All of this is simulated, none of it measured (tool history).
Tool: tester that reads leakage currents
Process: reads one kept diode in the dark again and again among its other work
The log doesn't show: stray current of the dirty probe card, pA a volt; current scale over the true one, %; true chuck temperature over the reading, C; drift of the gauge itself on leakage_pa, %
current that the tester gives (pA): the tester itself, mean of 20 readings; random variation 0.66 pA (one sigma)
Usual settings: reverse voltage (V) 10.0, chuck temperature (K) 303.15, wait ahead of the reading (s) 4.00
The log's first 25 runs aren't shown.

| run | hour | reverse voltage (V) | chuck temperature (K) | wait ahead of the reading (s) | hours of work since the probe card was cleaned | hours of work since the tester was calibrated | hours of work since the chuck was calibrated | current that the tester gives (pA) |
|---|---|---|---|---|---|---|---|---|
| 26 | 2142.6 | 6.4 | 303.15 | 6.10 | 1191 | 3709 | 600 | 195.75 |
| 27 | 2270.3 | 8.2 | 312.15 | 0.38 | 1272 | 3790 | 680 | 418.34 |
| 28 | 2358.7 | 8.2 | 312.15 | 0.38 | 1328 | 3846 | 736 | 420.32 |
| 29 | 2480.7 | 8.2 | 312.15 | 0.38 | 1405 | 3923 | 813 | 425.73 |
|  | 2576.0 | chuck's temperature calibrated |
| 30 | 2602.0 | 8.2 | 312.15 | 0.38 | 1480 | 3998 | 16 | 391.59 |
| 31 | 2670.1 | 10.0 | 303.15 | 2.10 | 1523 | 4041 | 59 | 239.34 |
| 32 | 2744.8 | 10.0 | 328.15 | 0.32 | 1571 | 4089 | 107 | 1205.09 |
| 33 | 2809.1 | 17.3 | 315.15 | 0.43 | 1611 | 4129 | 147 | 722.01 |
| 34 | 2904.8 | 4.6 | 302.15 | 4.19 | 1672 | 4190 | 208 | 151.03 |
|  | 2918.1 | probe card cleaned and baked |
| 35 | 3034.3 | 4.4 | 303.15 | 0.36 | 73 | 4270 | 288 | 150.09 |
| 36 | 3148.7 | 2.2 | 294.15 | 6.47 | 146 | 4342 | 360 | 53.57 |
| 37 | 3234.7 | 2.2 | 294.15 | 6.47 | 200 | 4396 | 414 | 54.35 |

Forecast each of these 5 alternatives for the next run:
| A | 3318.4 | 10.0 | 303.15 | 2.16 | 253 | 4449 | 467 | ? |
| B | 3318.4 | 3.0 | 313.15 | 6.47 | 253 | 4449 | 467 | ? |
| C | 3318.4 | 1.2 | 309.15 | 5.32 | 253 | 4449 | 467 | ? |
| D | 3318.4 | 10.8 | 294.15 | 4.26 | 253 | 4449 | 467 | ? |
| E | 3318.4 | 3.6 | 294.15 | 6.47 | 253 | 4449 | 467 | ? |

| run | current that the tester gives (pA) |
|---|---|
| A | 233.82 |
| B | 251.36 |
| C | 119.87 |
| D | 126.70 |
| E | 70.96 |
Without the tool's hidden state the same runs would have given:
| run | current that the tester gives (pA) |
|---|---|
| A | 218.75 |
| B | 238.80 |
| C | 113.79 |
| D | 116.16 |
| E | 65.92 |

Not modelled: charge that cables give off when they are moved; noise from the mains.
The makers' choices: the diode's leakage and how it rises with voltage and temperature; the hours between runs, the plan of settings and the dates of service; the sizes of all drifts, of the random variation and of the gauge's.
